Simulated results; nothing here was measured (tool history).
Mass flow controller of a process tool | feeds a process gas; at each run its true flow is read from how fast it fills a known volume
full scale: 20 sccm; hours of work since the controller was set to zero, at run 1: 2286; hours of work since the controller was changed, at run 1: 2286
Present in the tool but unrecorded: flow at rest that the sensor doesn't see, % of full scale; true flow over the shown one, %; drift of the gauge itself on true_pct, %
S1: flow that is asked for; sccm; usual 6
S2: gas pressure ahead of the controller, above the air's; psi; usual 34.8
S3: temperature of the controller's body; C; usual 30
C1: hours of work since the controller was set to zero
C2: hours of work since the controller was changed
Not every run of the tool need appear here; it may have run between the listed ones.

Run 1, hour 0.0: usual settings; C1 2286; C2 2286. Result: true flow (%) 99.30.
Run 2, hour 99.4: usual settings; C1 2352; C2 2352. Result: true flow (%) 99.17.
Run 3, hour 293.0: usual settings; C1 2480; C2 2480. Result: true flow (%) 99.37.
Run 4, hour 491.1: usual settings but S1 17 sccm; C1 2612; C2 2612. Result: true flow (%) 100.15.
Run 5, hour 659.8: usual settings but S1 17 sccm; C1 2724; C2 2724. Result: true flow (%) 100.35.
Run 6, hour 891.1: usual settings but S1 17 sccm; C1 2877; C2 2877. Result: true flow (%) 100.23.
Run 7, hour 1085.9: usual settings but S1 17 sccm; C1 3006; C2 3006. Result: true flow (%) 100.56.
Run 8, hour 1301.7: usual settings; C1 3149; C2 3149. Result: true flow (%) 99.70.
Run 9, hour 1497.3: usual settings but S3 37 C; C1 3279; C2 3279. Result: true flow (%) 100.17.
Run 10, hour 1704.0: usual settings; C1 3416; C2 3416. Result: true flow (%) 99.76.
Run 11, hour 1823.6: usual settings; C1 3496; C2 3496. Result: true flow (%) 99.81.
Run 12, hour 1954.0: usual settings; C1 3582; C2 3582. Result: true flow (%) 99.97.
Run 13, hour 2159.2: usual settings; C1 3718; C2 3718. Result: true flow (%) 99.96.
Run 14, hour 2320.6: usual settings; C1 3825; C2 3825. Result: true flow (%) 100.02.
Run 15, hour 2447.5: usual settings; C1 3910; C2 3910. Result: true flow (%) 100.11.
Run 16, hour 2649.3: usual settings; C1 4044; C2 4044. Result: true flow (%) 100.26.
Run 17, hour 2771.7: usual settings; C1 4125; C2 4125. Result: true flow (%) 100.19.
Run 18, hour 2909.3: usual settings; C1 4216; C2 4216. Result: true flow (%) 100.27.
Run 19, hour 3145.1: usual settings but S2 32.2 psi; C1 4372; C2 4372. Result: true flow (%) 100.32.
Run 20, hour 3309.5: usual settings but S2 32.2 psi; C1 4481; C2 4481. Result: true flow (%) 100.27.
Run 21, hour 3462.1: usual settings but S2 21.0 psi; C1 4583; C2 4583. Result: true flow (%) 100.26.
Run 22, hour 3618.5: usual settings but S2 21.0 psi; C1 4686; C2 4686. Result: true flow (%) 100.34.
Run 23, hour 3791.8: usual settings but S3 38 C; C1 4801; C2 4801. Result: true flow (%) 100.85.
Run 24, hour 3904.8: usual settings but S3 25 C; C1 4876; C2 4876. Result: true flow (%) 100.37.
Run 25, hour 4129.4: usual settings but S1 2 sccm; C1 5025; C2 5025. Result: true flow (%) 100.34.
Run 26, hour 4344.9: usual settings but S1 2 sccm; C1 5168; C2 5168. Result: true flow (%) 100.48.
Run 27, hour 4511.1: usual settings but S1 2 sccm, S2 27.7 psi; C1 5279; C2 5279. Result: true flow (%) 100.45.
Run 28, hour 4617.6: usual settings but S1 17 sccm; C1 5349; C2 5349. Result: true flow (%) 101.58.
Run 29, hour 4785.6: usual settings but S2 26.0 psi; C1 5461; C2 5461. Result: true flow (%) 100.84.
Run 30, hour 4896.6: usual settings but S1 11 sccm, S2 33.5 psi, S3 38 C; C1 5534; C2 5534. Result: true flow (%) 101.71.
Run 31, hour 5099.1: usual settings but S1 11 sccm, S2 33.5 psi, S3 38 C; C1 5669; C2 5669. Result: true flow (%) 101.76.
Run 32, hour 5270.3: usual settings but S1 2 sccm, S2 29.3 psi, S3 21 C; C1 5782; C2 5782. Result: true flow (%) 100.37.
Run 33, hour 5441.9: usual settings but S1 2 sccm, S2 29.3 psi, S3 21 C; C1 5896; C2 5896. Result: true flow (%) 100.35.
Run 34, hour 5551.8: usual settings but S1 10 sccm, S2 23.9 psi, S3 23 C; C1 5969; C2 5969. Result: true flow (%) 101.15.
Run 35, hour 5785.3: usual settings but S1 10 sccm, S2 23.9 psi, S3 23 C; C1 6124; C2 6124. Result: true flow (%) 101.14.
Run 36, hour 5934.5: usual settings but S1 7 sccm, S3 33 C; C1 6223; C2 6223. Result: true flow (%) 101.58.
At hour 6123.5: gauge calibrated.
Run 37, hour 6161.7: usual settings but S1 7 sccm, S3 33 C; C1 6374; C2 6374. Result: true flow (%) 99.47.
Run 38, hour 6364.3: usual settings but S1 10 sccm, S3 31 C; C1 6508; C2 6508. Result: true flow (%) 99.71.
Run 39, hour 6531.1: usual settings but S1 4 sccm, S2 22.8 psi; C1 6619; C2 6619. Result: true flow (%) 99.09.
Run 40, hour 6633.0: usual settings but S1 13 sccm, S2 22.8 psi, S3 25 C; C1 6686; C2 6686. Result: true flow (%) 99.61.
Run 41, hour 6736.7: usual settings but S1 13 sccm, S2 22.8 psi, S3 25 C; C1 6755; C2 6755. Result: true flow (%) 99.71.
Run 42, hour 6864.9: usual settings but S1 13 sccm, S2 22.8 psi, S3 20 C; C1 6840; C2 6840. Result: true flow (%) 99.47.
Run 43, hour 7107.7: usual settings but S1 3 sccm; C1 7001; C2 7001. Result: true flow (%) 99.29.
Run 44, hour 7249.9: usual settings but S1 12 sccm, S3 25 C; C1 7096; C2 7096. Result: true flow (%) 99.91.
At hour 7272.8: controller's zero set anew.
Run 45, hour 7394.2: usual settings but S1 5 sccm, S2 33.1 psi, S3 37 C; C1 81; C2 7191. Result: true flow (%) 99.83.
Run 46, hour 7589.9: usual settings but S1 19 sccm, S2 22.5 psi, S3 21 C; C1 210; C2 7321. Result: true flow (%) 100.20.
Run 47, hour 7782.0: usual settings but S1 11 sccm, S2 27.4 psi; C1 338; C2 7448. Result: true flow (%) 100.16.
Run 48, hour 8004.8: usual settings but S2 27.3 psi; C1 486; C2 7596. Result: true flow (%) 99.75.

Each row is a separate what-if for the run after 48, all from the same tool condition, not one after another. Results?
Run A, hour 8181.9: usual settings but S1 9 sccm, S2 37.7 psi; C1 603; C2 7713. Result: true flow (%) ?.
Run B, hour 8181.9: usual settings but S3 38 C; C1 603; C2 7713. Result: true flow (%) ?.
Run C, hour 8181.9: usual settings but S2 31.8 psi; C1 603; C2 7713. Result: true flow (%) ?.
Run D, hour 8181.9: usual settings but S1 14 sccm, S2 26.8 psi, S3 22 C; C1 603; C2 7713. Result: true flow (%) ?.

run  true flow (%)
  A         100.15
  B         100.40
  C          99.87
  D         100.07
The same runs, with their run-to-run variation unchanged, on a tool lacking any hidden condition would have given:
run  true flow (%)
  A          99.40
  B          99.65
  C          99.12
  D          99.32
